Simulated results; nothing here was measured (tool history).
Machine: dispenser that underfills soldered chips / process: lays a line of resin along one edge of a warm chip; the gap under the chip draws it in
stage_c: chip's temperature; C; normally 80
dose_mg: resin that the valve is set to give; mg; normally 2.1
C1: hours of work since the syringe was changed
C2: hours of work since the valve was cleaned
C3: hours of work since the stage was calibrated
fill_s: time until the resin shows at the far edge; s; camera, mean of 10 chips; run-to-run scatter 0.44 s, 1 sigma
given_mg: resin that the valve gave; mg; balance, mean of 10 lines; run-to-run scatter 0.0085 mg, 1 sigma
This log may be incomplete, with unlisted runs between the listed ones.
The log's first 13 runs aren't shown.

run 14 hour=65.1 | stage_c=84 dose_mg=2.1 | C1=8 C2=25 C3=97 | fill_s=52.4 given_mg=2.086
-- hour=68.9 new syringe of resin
run 15 hour=69.5 | stage_c=80 dose_mg=2.4 | C1=0 C2=28 C3=100 | fill_s=32.7 given_mg=2.373
run 16 hour=73.5 | stage_c=87 dose_mg=2.1 | C1=3 C2=31 C3=103 | fill_s=29.9 given_mg=2.079
run 17 hour=77.9 | stage_c=87 dose_mg=2.1 | C1=7 C2=34 C3=106 | fill_s=42.3 given_mg=2.073
run 18 hour=81.1 | stage_c=87 dose_mg=2.1 | C1=9 C2=36 C3=108 | fill_s=51.8 given_mg=2.077
-- hour=83.1 new syringe of resin
run 19 hour=87.2 | stage_c=80 dose_mg=2.1 | C1=3 C2=41 C3=113 | fill_s=43.3 given_mg=2.069
run 20 hour=93.7 | stage_c=80 dose_mg=2.01 | C1=8 C2=46 C3=118 | fill_s=66.6 given_mg=1.97
-- hour=96.9 new syringe of resin
run 21 hour=97.5 | stage_c=83 dose_mg=2.49 | C1=0 C2=48 C3=120 | fill_s=28.2 given_mg=2.44
run 22 hour=101.4 | stage_c=83 dose_mg=1.83 | C1=3 C2=51 C3=123 | fill_s=39.7 given_mg=1.792
run 23 hour=106.9 | stage_c=85 dose_mg=2.59 | C1=8 C2=56 C3=128 | fill_s=48.7 given_mg=2.531
-- hour=111.1 new syringe of resin
run 24 hour=112 | stage_c=91 dose_mg=1.97 | C1=1 C2=59 C3=131 | fill_s=20.6 given_mg=1.925
run 25 hour=115.2 | stage_c=77 dose_mg=1.85 | C1=3 C2=62 C3=134 | fill_s=51.5 given_mg=1.795
run 26 hour=120.1 | stage_c=77 dose_mg=2.06 | C1=7 C2=65 C3=137 | fill_s=69.8 given_mg=2.03
-- hour=124.9 new syringe of resin
run 27 hour=127.2 | stage_c=91 dose_mg=2.28 | C1=2 C2=70 C3=142 | fill_s=22 given_mg=2.193
run 28 hour=132 | stage_c=80 dose_mg=2.68 | C1=5 C2=74 C3=146 | fill_s=50 given_mg=2.589
run 29 hour=137.9 | stage_c=83 dose_mg=1.87 | C1=10 C2=79 C3=150 | fill_s=69.5 given_mg=1.783
-- hour=138.7 new syringe of resin
run 30 hour=142.8 | stage_c=90 dose_mg=2.54 | C1=3 C2=82 C3=154 | fill_s=25.8 given_mg=2.438
run 31 hour=148.4 | stage_c=66 dose_mg=2.39 | C1=7 C2=86 C3=158 | fill_s=123.9 given_mg=2.289
-- hour=152.5 new syringe of resin
run 32 hour=153.4 | stage_c=66 dose_mg=2.39 | C1=1 C2=90 C3=162 | fill_s=68.8 given_mg=2.298
run 33 hour=157.3 | stage_c=73 dose_mg=2.02 | C1=4 C2=93 C3=165 | fill_s=65.6 given_mg=1.926
run 34 hour=163.3 | stage_c=80 dose_mg=1.87 | C1=8 C2=97 C3=169 | fill_s=69.3 given_mg=1.802
-- hour=166.5 new syringe of resin
run 35 hour=170.3 | stage_c=72 dose_mg=2.51 | C1=3 C2=102 C3=174 | fill_s=59.4 given_mg=2.395
run 36 hour=176.4 | stage_c=81 dose_mg=2.29 | C1=8 C2=107 C3=179 | fill_s=59 given_mg=2.175
-- hour=180.3 new syringe of resin
run 37 hour=183.2 | stage_c=90 dose_mg=2.1 | C1=2 C2=112 C3=184 | fill_s=25.3 given_mg=2.003

What if the next run were any one of these 3? Each begins from the tool's condition after run 37:
run A hour=187.4 | stage_c=79 dose_mg=2.1 | C1=5 C2=115 C3=187 | fill_s=? given_mg=?
run B hour=187.4 | stage_c=82 dose_mg=2.32 | C1=5 C2=115 C3=187 | fill_s=? given_mg=?
run C hour=187.4 | stage_c=68 dose_mg=2.44 | C1=5 C2=115 C3=187 | fill_s=? given_mg=?

run=A fill_s=55.6 given_mg=2
run=B fill_s=47.6 given_mg=2.192
run=C fill_s=93.1 given_mg=2.31
Without the tool's unlogged condition, the same runs would have read:
run=A fill_s=34.5 given_mg=2.109
run=B fill_s=29.8 given_mg=2.312
run=C fill_s=58.3 given_mg=2.437

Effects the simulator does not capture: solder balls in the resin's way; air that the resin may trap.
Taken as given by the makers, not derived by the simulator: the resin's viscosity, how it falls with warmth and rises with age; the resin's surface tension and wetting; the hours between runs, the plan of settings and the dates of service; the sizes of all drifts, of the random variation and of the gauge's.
